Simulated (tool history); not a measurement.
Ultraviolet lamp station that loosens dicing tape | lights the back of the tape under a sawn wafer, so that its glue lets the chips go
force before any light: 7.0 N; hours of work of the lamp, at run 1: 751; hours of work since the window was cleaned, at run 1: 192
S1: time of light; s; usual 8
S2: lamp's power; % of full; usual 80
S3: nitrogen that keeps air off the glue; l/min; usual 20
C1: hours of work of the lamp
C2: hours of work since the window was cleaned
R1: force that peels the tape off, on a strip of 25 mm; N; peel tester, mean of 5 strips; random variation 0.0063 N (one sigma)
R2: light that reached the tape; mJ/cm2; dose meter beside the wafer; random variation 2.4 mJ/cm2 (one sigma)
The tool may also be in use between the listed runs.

run 1 day=0.000 | S1=8 S2=80 S3=20 | C1=751 C2=192 | R1=0.317 R2=204
run 2 day=1.162 | S1=8 S2=80 S3=20 | C1=766 C2=207 | R1=0.333 R2=201
run 3 day=2.425 | S1=8 S2=77 S3=20 | C1=783 C2=224 | R1=0.374 R2=194
run 4 day=4.004 | S1=8 S2=77 S3=20 | C1=804 C2=245 | R1=0.392 R2=189
run 5 day=5.600 | S1=8 S2=80 S3=20 | C1=826 C2=266 | R1=0.373 R2=193
run 6 day=7.408 | S1=8 S2=80 S3=20 | C1=850 C2=290 | R1=0.365 R2=197
run 7 day=9.525 | S1=7 S2=80 S3=20 | C1=878 C2=319 | R1=0.521 R2=163
run 8 day=10.879 | S1=7 S2=80 S3=20 | C1=896 C2=337 | R1=0.539 R2=166
run 9 day=12.671 | S1=7 S2=80 S3=20 | C1=920 C2=361 | R1=0.536 R2=160
-- day=13.992 window cleaned of glue's vapour
run 10 day=14.288 | S1=7 S2=80 S3=20 | C1=941 C2=4 | R1=0.415 R2=187
run 11 day=16.333 | S1=8 S2=73 S3=20 | C1=969 C2=31 | R1=0.390 R2=188
run 12 day=18.108 | S1=8 S2=73 S3=20 | C1=992 C2=55 | R1=0.403 R2=179
run 13 day=19.383 | S1=8 S2=73 S3=20 | C1=1009 C2=72 | R1=0.422 R2=184
-- day=20.104 lamp changed
run 14 day=20.838 | S1=8 S2=73 S3=20 | C1=10 C2=91 | R1=0.237 R2=240
run 15 day=22.288 | S1=8 S2=73 S3=20 | C1=29 C2=110 | R1=0.239 R2=242
run 16 day=24.367 | S1=8 S2=80 S3=20 | C1=57 C2=138 | R1=0.211 R2=261
run 17 day=26.588 | S1=8 S2=80 S3=20 | C1=87 C2=168 | R1=0.237 R2=260
run 18 day=28.583 | S1=9 S2=61 S3=27 | C1=113 C2=194 | R1=0.264 R2=215
run 19 day=29.846 | S1=9 S2=61 S3=27 | C1=130 C2=211 | R1=0.270 R2=212
run 20 day=31.738 | S1=9 S2=61 S3=27 | C1=155 C2=236 | R1=0.273 R2=212
run 21 day=33.300 | S1=7 S2=86 S3=20 | C1=176 C2=257 | R1=0.276 R2=224
run 22 day=34.721 | S1=7 S2=86 S3=20 | C1=195 C2=276 | R1=0.263 R2=225
run 23 day=36.729 | S1=8 S2=77 S3=20 | C1=222 C2=303 | R1=0.276 R2=229
run 24 day=38.054 | S1=8 S2=89 S3=7 | C1=240 C2=321 | R1=0.442 R2=257
run 25 day=39.888 | S1=14 S2=69 S3=10 | C1=264 C2=345 | R1=0.190 R2=344
run 26 day=42.012 | S1=14 S2=69 S3=10 | C1=292 C2=373 | R1=0.208 R2=333
-- day=42.404 window cleaned of glue's vapour
run 27 day=44.242 | S1=14 S2=69 S3=40 | C1=322 C2=24 | R1=0.140 R2=383
run 28 day=45.750 | S1=4 S2=69 S3=18 | C1=342 C2=45 | R1=1.245 R2=108
run 29 day=47.704 | S1=8 S2=74 S3=21 | C1=368 C2=71 | R1=0.251 R2=229
run 30 day=48.808 | S1=8 S2=74 S3=21 | C1=383 C2=85 | R1=0.258 R2=227
run 31 day=51.038 | S1=8 S2=74 S3=21 | C1=413 C2=115 | R1=0.292 R2=219
run 32 day=52.342 | S1=8 S2=74 S3=21 | C1=430 C2=133 | R1=0.296 R2=215
run 33 day=53.679 | S1=8 S2=74 S3=21 | C1=448 C2=150 | R1=0.286 R2=214

Some steps in R1 between neighbouring runs. How much of each would the tool show without its hidden state too (settings, what came in, random variation), and how much is left for the hidden state, with any gauge scatter that isn't in both results?
The hidden state here: lamp's light, % of a new lamp's; light that the window lets through, % of a clean one's; drift of the gauge itself on peel_n, %; drift of the gauge itself on dose_mj_cm2, %.
Run 13 -> 14: lamp changed. R1 -0.185 N: hidden state -0.183, all else -0.002.
Run 24 -> 25: S1 8 -> 14, S2 89 -> 69, S3 7 -> 10. R1 -0.252 N: hidden state -0.110, all else -0.142.
Run 27 -> 28: S1 14 -> 4, S3 40 -> 18. R1 +1.105 N: hidden state +0.224, all else +0.881.
Run 28 -> 29: S1 4 -> 8, S2 69 -> 74, S3 18 -> 21. R1 -0.994 N: hidden state -0.173, all else -0.821.
